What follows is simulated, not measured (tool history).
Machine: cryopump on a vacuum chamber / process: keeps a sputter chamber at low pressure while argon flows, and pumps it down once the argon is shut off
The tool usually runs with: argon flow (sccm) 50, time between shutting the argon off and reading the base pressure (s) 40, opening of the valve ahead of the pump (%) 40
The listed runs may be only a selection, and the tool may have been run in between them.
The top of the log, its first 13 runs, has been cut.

run,hour,argon flow (sccm),time between shutting the argon off and reading the base pressure (s),opening of the valve ahead of the pump (%),pressure while argon flows (Pa),pressure after the wait (uPa)
14,771.9,73,40,21,0.5975,2.33
15,846.1,50,166,40,0.2177,0.88
16,917.1,24,40,40,0.1054,2.47
17,973.6,24,40,40,0.1061,2.47
18,1019.5,83,189,38,0.3862,0.92
19,1092.4,74,22,52,0.2560,4.01
20,1172.7,67,33,50,0.2427,2.90
21,1235.9,50,40,49,0.1856,2.53
22,1308.1,50,40,49,0.1881,2.59
23,1387.8,50,40,49,0.1886,2.59
24,1423.1,50,40,49,0.1913,2.55
25,1499.9,37,58,16,0.4050,1.91
# hour 1525.5: pump warmed up, emptied and cooled again
26,1551.8,88,40,40,0.3750,2.56
27,1613.5,39,63,34,0.1966,1.81
28,1651.6,26,63,37,0.1214,1.79
29,1734.1,92,25,25,0.6352,3.74
30,1805.7,92,25,25,0.6358,3.77
31,1865.6,50,185,40,0.2191,1.06
32,1938.3,35,76,40,0.1545,1.67
33,2003.4,30,45,27,0.1936,2.44
34,2039.3,30,45,40,0.1341,2.48

Forecast each of these 3 alternatives for the next run:
A,2092.1,49,54,28,?,?
B,2092.1,30,40,40,?,?
C,2092.1,30,28,24,?,?

run,pressure while argon flows (Pa),pressure after the wait (uPa)
A,0.3061,2.19
B,0.1334,2.68
C,0.2188,3.59
What these runs would have given with no unlogged condition in the tool:
run,pressure while argon flows (Pa),pressure after the wait (uPa)
A,0.2956,1.74
B,0.1270,2.25
C,0.2124,3.15
